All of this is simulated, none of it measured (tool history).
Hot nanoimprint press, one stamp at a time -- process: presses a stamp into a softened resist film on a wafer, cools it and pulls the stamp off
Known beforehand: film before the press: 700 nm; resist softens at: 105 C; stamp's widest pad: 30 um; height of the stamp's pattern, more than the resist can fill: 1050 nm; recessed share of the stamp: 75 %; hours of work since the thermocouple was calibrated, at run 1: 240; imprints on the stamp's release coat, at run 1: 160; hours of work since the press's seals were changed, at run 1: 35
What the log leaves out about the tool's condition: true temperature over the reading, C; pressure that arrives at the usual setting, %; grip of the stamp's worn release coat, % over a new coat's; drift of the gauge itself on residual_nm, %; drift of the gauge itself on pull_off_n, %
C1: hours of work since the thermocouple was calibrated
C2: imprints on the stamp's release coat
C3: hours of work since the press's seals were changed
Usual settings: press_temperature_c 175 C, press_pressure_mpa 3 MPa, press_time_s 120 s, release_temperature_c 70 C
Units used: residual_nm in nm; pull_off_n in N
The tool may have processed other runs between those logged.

run 1 hour=0 | press_temperature_c=175 press_pressure_mpa=3 press_time_s=120 release_temperature_c=70 | C1=240 C2=160 C3=35 | residual_nm=321.7 pull_off_n=195
run 2 hour=4 | press_temperature_c=175 press_pressure_mpa=3 press_time_s=120 release_temperature_c=57 | C1=242 C2=167 C3=36 | residual_nm=322 pull_off_n=239
run 3 hour=9.8 | press_temperature_c=177 press_pressure_mpa=3 press_time_s=120 release_temperature_c=70 | C1=245 C2=177 C3=39 | residual_nm=298.4 pull_off_n=192
run 4 hour=17.1 | press_temperature_c=175 press_pressure_mpa=3 press_time_s=120 release_temperature_c=70 | C1=248 C2=191 C3=42 | residual_nm=320.4 pull_off_n=194
run 5 hour=22.6 | press_temperature_c=175 press_pressure_mpa=3 press_time_s=120 release_temperature_c=70 | C1=251 C2=200 C3=45 | residual_nm=321.3 pull_off_n=190
run 6 hour=31.2 | press_temperature_c=175 press_pressure_mpa=3 press_time_s=120 release_temperature_c=70 | C1=255 C2=216 C3=49 | residual_nm=318.9 pull_off_n=194
run 7 hour=37.4 | press_temperature_c=175 press_pressure_mpa=3 press_time_s=120 release_temperature_c=70 | C1=257 C2=227 C3=52 | residual_nm=320.6 pull_off_n=185
run 8 hour=44.1 | press_temperature_c=186 press_pressure_mpa=3 press_time_s=120 release_temperature_c=70 | C1=260 C2=239 C3=55 | residual_nm=216.5 pull_off_n=187
run 9 hour=48.9 | press_temperature_c=175 press_pressure_mpa=3 press_time_s=120 release_temperature_c=70 | C1=263 C2=248 C3=57 | residual_nm=318 pull_off_n=187
run 10 hour=57.7 | press_temperature_c=175 press_pressure_mpa=3 press_time_s=120 release_temperature_c=70 | C1=267 C2=264 C3=61 | residual_nm=318.3 pull_off_n=191
run 11 hour=63.9 | press_temperature_c=175 press_pressure_mpa=3 press_time_s=120 release_temperature_c=70 | C1=269 C2=275 C3=64 | residual_nm=317.8 pull_off_n=188
run 12 hour=70.2 | press_temperature_c=175 press_pressure_mpa=3 press_time_s=120 release_temperature_c=67 | C1=272 C2=286 C3=66 | residual_nm=317.4 pull_off_n=201
run 13 hour=78.3 | press_temperature_c=175 press_pressure_mpa=4.55 press_time_s=120 release_temperature_c=70 | C1=276 C2=301 C3=70 | residual_nm=256.6 pull_off_n=190
run 14 hour=86.2 | press_temperature_c=175 press_pressure_mpa=4.55 press_time_s=120 release_temperature_c=70 | C1=280 C2=315 C3=74 | residual_nm=254.9 pull_off_n=182
run 15 hour=91.9 | press_temperature_c=169 press_pressure_mpa=4.55 press_time_s=120 release_temperature_c=57 | C1=282 C2=325 C3=76 | residual_nm=318 pull_off_n=240
run 16 hour=99.5 | press_temperature_c=179 press_pressure_mpa=2.61 press_time_s=136 release_temperature_c=67 | C1=286 C2=339 C3=80 | residual_nm=283.4 pull_off_n=201
run 17 hour=106.1 | press_temperature_c=175 press_pressure_mpa=1.99 press_time_s=180 release_temperature_c=70 | C1=289 C2=351 C3=83 | residual_nm=339.7 pull_off_n=193
run 18 hour=111.8 | press_temperature_c=175 press_pressure_mpa=1.99 press_time_s=180 release_temperature_c=70 | C1=291 C2=361 C3=85 | residual_nm=340.5 pull_off_n=189

For run 19, what comes out?
run 19 hour=116.7 | press_temperature_c=175 press_pressure_mpa=4.17 press_time_s=205 release_temperature_c=70 | C1=293 C2=370 C3=88 | residual_nm=? pull_off_n=?

{"run 19": {"residual_nm": 218.6, "pull_off_n": 195}}
Were there no unlogged condition in the tool, this run, its random variation unchanged, would have produced residual_nm 222.4 nm, pull_off_n 194 N.
